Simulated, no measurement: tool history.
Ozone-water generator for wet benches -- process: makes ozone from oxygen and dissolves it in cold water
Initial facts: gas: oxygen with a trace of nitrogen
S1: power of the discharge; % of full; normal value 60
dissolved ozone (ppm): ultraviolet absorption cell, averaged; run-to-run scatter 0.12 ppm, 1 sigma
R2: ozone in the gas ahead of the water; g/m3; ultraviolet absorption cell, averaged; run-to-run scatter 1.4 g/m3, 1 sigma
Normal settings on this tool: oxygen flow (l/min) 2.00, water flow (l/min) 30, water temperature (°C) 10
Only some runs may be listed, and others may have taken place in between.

run 1 hour=0.0 | S1=60 oxygen_flow_(l/min)=2.00 water_flow_(l/min)=30 water_temperature_(°C)=10 | dissolved_ozone_(ppm)=9.7 R2=255.8
run 2 hour=23.1 | S1=60 oxygen_flow_(l/min)=2.00 water_flow_(l/min)=30 water_temperature_(°C)=10 | dissolved_ozone_(ppm)=9.7 R2=250.4
run 3 hour=55.0 | S1=60 oxygen_flow_(l/min)=2.00 water_flow_(l/min)=30 water_temperature_(°C)=10 | dissolved_ozone_(ppm)=9.9 R2=251.0
run 4 hour=89.9 | S1=60 oxygen_flow_(l/min)=2.00 water_flow_(l/min)=30 water_temperature_(°C)=10 | dissolved_ozone_(ppm)=9.6 R2=253.5
run 5 hour=135.9 | S1=60 oxygen_flow_(l/min)=2.00 water_flow_(l/min)=30 water_temperature_(°C)=10 | dissolved_ozone_(ppm)=9.7 R2=252.1
run 6 hour=182.2 | S1=60 oxygen_flow_(l/min)=2.00 water_flow_(l/min)=30 water_temperature_(°C)=10 | dissolved_ozone_(ppm)=9.8 R2=254.8
run 7 hour=209.2 | S1=90 oxygen_flow_(l/min)=2.00 water_flow_(l/min)=30 water_temperature_(°C)=10 | dissolved_ozone_(ppm)=12.6 R2=323.0
run 8 hour=242.9 | S1=60 oxygen_flow_(l/min)=2.00 water_flow_(l/min)=30 water_temperature_(°C)=10 | dissolved_ozone_(ppm)=9.9 R2=251.6
run 9 hour=286.2 | S1=60 oxygen_flow_(l/min)=2.00 water_flow_(l/min)=30 water_temperature_(°C)=10 | dissolved_ozone_(ppm)=9.7 R2=250.3
run 10 hour=314.3 | S1=60 oxygen_flow_(l/min)=2.00 water_flow_(l/min)=30 water_temperature_(°C)=12 | dissolved_ozone_(ppm)=9.7 R2=250.0
run 11 hour=360.2 | S1=51 oxygen_flow_(l/min)=2.00 water_flow_(l/min)=30 water_temperature_(°C)=10 | dissolved_ozone_(ppm)=8.9 R2=225.2
run 12 hour=404.6 | S1=60 oxygen_flow_(l/min)=2.00 water_flow_(l/min)=30 water_temperature_(°C)=10 | dissolved_ozone_(ppm)=9.5 R2=246.5
run 13 hour=442.0 | S1=60 oxygen_flow_(l/min)=2.00 water_flow_(l/min)=30 water_temperature_(°C)=10 | dissolved_ozone_(ppm)=9.6 R2=249.5
run 14 hour=473.2 | S1=60 oxygen_flow_(l/min)=2.00 water_flow_(l/min)=30 water_temperature_(°C)=10 | dissolved_ozone_(ppm)=9.7 R2=247.8
run 15 hour=501.7 | S1=60 oxygen_flow_(l/min)=2.00 water_flow_(l/min)=30 water_temperature_(°C)=10 | dissolved_ozone_(ppm)=9.8 R2=249.5
run 16 hour=533.9 | S1=60 oxygen_flow_(l/min)=2.00 water_flow_(l/min)=30 water_temperature_(°C)=10 | dissolved_ozone_(ppm)=9.7 R2=246.1
run 17 hour=565.9 | S1=60 oxygen_flow_(l/min)=2.00 water_flow_(l/min)=30 water_temperature_(°C)=10 | dissolved_ozone_(ppm)=9.8 R2=248.0
run 18 hour=600.9 | S1=60 oxygen_flow_(l/min)=1.07 water_flow_(l/min)=30 water_temperature_(°C)=16 | dissolved_ozone_(ppm)=7.2 R2=320.6
run 19 hour=626.8 | S1=60 oxygen_flow_(l/min)=1.07 water_flow_(l/min)=30 water_temperature_(°C)=16 | dissolved_ozone_(ppm)=7.0 R2=320.2
run 20 hour=666.0 | S1=60 oxygen_flow_(l/min)=1.07 water_flow_(l/min)=30 water_temperature_(°C)=16 | dissolved_ozone_(ppm)=7.1 R2=319.4
run 21 hour=711.8 | S1=60 oxygen_flow_(l/min)=1.49 water_flow_(l/min)=18 water_temperature_(°C)=16 | dissolved_ozone_(ppm)=14.0 R2=276.6
-- hour=754.7 gauge calibrated
run 22 hour=759.3 | S1=65 oxygen_flow_(l/min)=1.40 water_flow_(l/min)=26 water_temperature_(°C)=10 | dissolved_ozone_(ppm)=10.2 R2=306.8
run 23 hour=778.6 | S1=53 oxygen_flow_(l/min)=1.65 water_flow_(l/min)=35 water_temperature_(°C)=11 | dissolved_ozone_(ppm)=6.8 R2=256.2
run 24 hour=809.5 | S1=53 oxygen_flow_(l/min)=1.65 water_flow_(l/min)=35 water_temperature_(°C)=6 | dissolved_ozone_(ppm)=6.9 R2=253.4
run 25 hour=835.2 | S1=53 oxygen_flow_(l/min)=1.65 water_flow_(l/min)=35 water_temperature_(°C)=6 | dissolved_ozone_(ppm)=7.1 R2=253.8
run 26 hour=863.2 | S1=53 oxygen_flow_(l/min)=1.65 water_flow_(l/min)=35 water_temperature_(°C)=6 | dissolved_ozone_(ppm)=6.9 R2=253.7
run 27 hour=895.5 | S1=56 oxygen_flow_(l/min)=1.65 water_flow_(l/min)=35 water_temperature_(°C)=5 | dissolved_ozone_(ppm)=7.3 R2=261.6
run 28 hour=927.7 | S1=84 oxygen_flow_(l/min)=1.02 water_flow_(l/min)=22 water_temperature_(°C)=15 | dissolved_ozone_(ppm)=12.2 R2=406.0
run 29 hour=973.2 | S1=84 oxygen_flow_(l/min)=2.19 water_flow_(l/min)=31 water_temperature_(°C)=15 | dissolved_ozone_(ppm)=11.6 R2=297.7
run 30 hour=1002.7 | S1=48 oxygen_flow_(l/min)=3.03 water_flow_(l/min)=21 water_temperature_(°C)=15 | dissolved_ozone_(ppm)=13.5 R2=182.1
run 31 hour=1029.2 | S1=48 oxygen_flow_(l/min)=3.03 water_flow_(l/min)=21 water_temperature_(°C)=15 | dissolved_ozone_(ppm)=13.8 R2=187.1
run 32 hour=1048.6 | S1=60 oxygen_flow_(l/min)=1.58 water_flow_(l/min)=19 water_temperature_(°C)=10 | dissolved_ozone_(ppm)=13.9 R2=273.4
run 33 hour=1086.5 | S1=48 oxygen_flow_(l/min)=1.58 water_flow_(l/min)=19 water_temperature_(°C)=10 | dissolved_ozone_(ppm)=12.6 R2=240.9

Below are 3 alternative next runs, each starting from the tool's condition after run 33. Predict each:
run A hour=1121.8 | S1=86 oxygen_flow_(l/min)=2.00 water_flow_(l/min)=30 water_temperature_(°C)=13 | dissolved_ozone_(ppm)=? R2=?
run B hour=1121.8 | S1=61 oxygen_flow_(l/min)=1.58 water_flow_(l/min)=26 water_temperature_(°C)=10 | dissolved_ozone_(ppm)=? R2=?
run C hour=1121.8 | S1=95 oxygen_flow_(l/min)=2.71 water_flow_(l/min)=19 water_temperature_(°C)=11 | dissolved_ozone_(ppm)=? R2=?

run=A dissolved_ozone_(ppm)=12.1 R2=312.8
run=B dissolved_ozone_(ppm)=10.1 R2=277.0
run=C dissolved_ozone_(ppm)=23.1 R2=292.5
Without the tool's unlogged condition, the same runs would have read:
run=A dissolved_ozone_(ppm)=12.1 R2=317.4
run=B dissolved_ozone_(ppm)=10.1 R2=281.0
run=C dissolved_ozone_(ppm)=23.1 R2=296.7
